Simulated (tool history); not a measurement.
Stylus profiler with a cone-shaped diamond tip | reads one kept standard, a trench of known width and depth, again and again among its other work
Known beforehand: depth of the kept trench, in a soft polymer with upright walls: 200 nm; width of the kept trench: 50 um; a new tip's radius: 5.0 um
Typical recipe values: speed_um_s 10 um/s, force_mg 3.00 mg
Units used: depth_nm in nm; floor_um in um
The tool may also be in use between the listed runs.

| run | hour | speed_um_s | force_mg | depth_nm | floor_um |
|---|---|---|---|---|---|
| 1 | 0.0 | 10 | 3.00 | 201.57 | 46.58 |
| 2 | 24.5 | 10 | 1.23 | 200.68 | 46.50 |
| 3 | 54.4 | 10 | 1.40 | 200.74 | 46.50 |
| 4 | 79.8 | 10 | 3.58 | 201.83 | 46.42 |
| 5 | 98.4 | 10 | 3.58 | 201.81 | 46.52 |
| 6 | 126.1 | 10 | 1.13 | 200.57 | 46.46 |
| 7 | 139.3 | 10 | 1.13 | 200.57 | 46.51 |
| 8 | 153.2 | 10 | 1.13 | 200.40 | 46.46 |
| 9 | 174.0 | 10 | 1.13 | 200.51 | 46.44 |
| 10 | 204.0 | 10 | 1.13 | 200.57 | 46.43 |
| 11 | 223.6 | 10 | 1.13 | 200.47 | 46.42 |
|  | 226.6 | height scale calibrated on a step standard |
| 12 | 242.6 | 10 | 1.13 | 200.20 | 46.42 |

What will run 13 give?
| 13 | 272.9 | 26 | 1.82 | ? | ? |

For run 13 the tool returned depth_nm 200.64 nm, floor_um 46.32 um.
The same run, on a tool lacking any hidden state, would have yielded depth_nm 201.45 nm, floor_um 47.08 um.

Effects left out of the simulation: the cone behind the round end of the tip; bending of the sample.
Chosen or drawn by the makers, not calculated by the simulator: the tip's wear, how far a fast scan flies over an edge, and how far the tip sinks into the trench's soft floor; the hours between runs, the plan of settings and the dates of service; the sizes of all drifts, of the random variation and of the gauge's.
